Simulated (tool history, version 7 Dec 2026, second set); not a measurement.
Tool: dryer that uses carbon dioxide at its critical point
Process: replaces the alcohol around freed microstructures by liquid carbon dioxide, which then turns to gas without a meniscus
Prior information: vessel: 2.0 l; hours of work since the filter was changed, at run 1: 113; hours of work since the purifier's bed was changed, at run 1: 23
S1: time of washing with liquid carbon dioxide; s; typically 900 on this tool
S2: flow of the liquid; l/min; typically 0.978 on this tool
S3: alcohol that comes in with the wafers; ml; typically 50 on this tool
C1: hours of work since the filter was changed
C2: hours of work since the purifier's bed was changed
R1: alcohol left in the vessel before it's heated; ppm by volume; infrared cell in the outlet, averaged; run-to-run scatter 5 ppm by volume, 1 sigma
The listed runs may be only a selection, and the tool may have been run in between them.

{"run": 1, "hour": 0.0, "S1": 900, "S2": 0.978, "S3": 50, "C1": 113, "C2": 23, "R1": 54}
{"run": 2, "hour": 19.5, "S1": 900, "S2": 0.615, "S3": 50, "C1": 123, "C2": 33, "R1": 447}
{"run": 3, "hour": 42.4, "S1": 900, "S2": 0.615, "S3": 50, "C1": 135, "C2": 45, "R1": 478}
{"run": 4, "hour": 63.0, "S1": 900, "S2": 0.615, "S3": 50, "C1": 145, "C2": 55, "R1": 495}
{"run": 5, "hour": 78.8, "S1": 900, "S2": 0.615, "S3": 50, "C1": 154, "C2": 64, "R1": 517}
{"run": 6, "hour": 109.4, "S1": 900, "S2": 0.615, "S3": 50, "C1": 169, "C2": 79, "R1": 532}
{"run": 7, "hour": 136.1, "S1": 900, "S2": 0.978, "S3": 113, "C1": 183, "C2": 93, "R1": 161}
{"run": 8, "hour": 164.9, "S1": 900, "S2": 0.978, "S3": 113, "C1": 198, "C2": 108, "R1": 171}
{"run": 9, "hour": 190.9, "S1": 1380, "S2": 0.978, "S3": 50, "C1": 212, "C2": 122, "R1": 51}
{"run": 10, "hour": 206.1, "S1": 1380, "S2": 0.978, "S3": 50, "C1": 220, "C2": 130, "R1": 45}
{"run": 11, "hour": 225.1, "S1": 1380, "S2": 0.978, "S3": 50, "C1": 230, "C2": 140, "R1": 55}
{"run": 12, "hour": 253.4, "S1": 1380, "S2": 0.978, "S3": 50, "C1": 244, "C2": 154, "R1": 64}
{"hour": 267.3, "done": "inlet filter changed"}
{"run": 13, "hour": 273.9, "S1": 900, "S2": 0.978, "S3": 22, "C1": 3, "C2": 164, "R1": 80}
{"run": 14, "hour": 304.0, "S1": 900, "S2": 0.978, "S3": 22, "C1": 19, "C2": 180, "R1": 72}
{"run": 15, "hour": 320.8, "S1": 1200, "S2": 0.91, "S3": 63, "C1": 28, "C2": 189, "R1": 79}
{"run": 16, "hour": 353.2, "S1": 1200, "S2": 0.91, "S3": 63, "C1": 45, "C2": 206, "R1": 79}
{"run": 17, "hour": 385.1, "S1": 1200, "S2": 0.91, "S3": 63, "C1": 61, "C2": 222, "R1": 78}
{"run": 18, "hour": 407.1, "S1": 1380, "S2": 0.862, "S3": 38, "C1": 73, "C2": 234, "R1": 81}
{"run": 19, "hour": 432.9, "S1": 1380, "S2": 0.605, "S3": 38, "C1": 86, "C2": 247, "R1": 115}
{"run": 20, "hour": 446.6, "S1": 1140, "S2": 1.422, "S3": 25, "C1": 93, "C2": 254, "R1": 94}
{"run": 21, "hour": 470.8, "S1": 1140, "S2": 1.422, "S3": 45, "C1": 106, "C2": 267, "R1": 100}
{"run": 22, "hour": 489.6, "S1": 1380, "S2": 0.978, "S3": 36, "C1": 115, "C2": 277, "R1": 99}
{"run": 23, "hour": 521.4, "S1": 1380, "S2": 0.978, "S3": 36, "C1": 132, "C2": 293, "R1": 113}
{"run": 24, "hour": 547.4, "S1": 1140, "S2": 1.064, "S3": 115, "C1": 146, "C2": 307, "R1": 109}

Alternative continuations, all from the tool just after run 24; predict every row:
{"run": "A", "hour": 570.0, "S1": 720, "S2": 1.329, "S3": 50, "C1": 157, "C2": 318, "R1": "?"}
{"run": "B", "hour": 570.0, "S1": 540, "S2": 0.642, "S3": 50, "C1": 157, "C2": 318, "R1": "?"}
{"run": "C", "hour": 570.0, "S1": 780, "S2": 0.978, "S3": 50, "C1": 157, "C2": 318, "R1": "?"}
{"run": "D", "hour": 570.0, "S1": 1140, "S2": 1.614, "S3": 115, "C1": 157, "C2": 318, "R1": "?"}

run=A R1=148
run=B R1=2181
run=C R1=208
run=D R1=100
With the hidden condition removed and each run's random variation left untouched, the same runs would have given:
run=A R1=28
run=B R1=1521
run=C R1=54
run=D R1=0

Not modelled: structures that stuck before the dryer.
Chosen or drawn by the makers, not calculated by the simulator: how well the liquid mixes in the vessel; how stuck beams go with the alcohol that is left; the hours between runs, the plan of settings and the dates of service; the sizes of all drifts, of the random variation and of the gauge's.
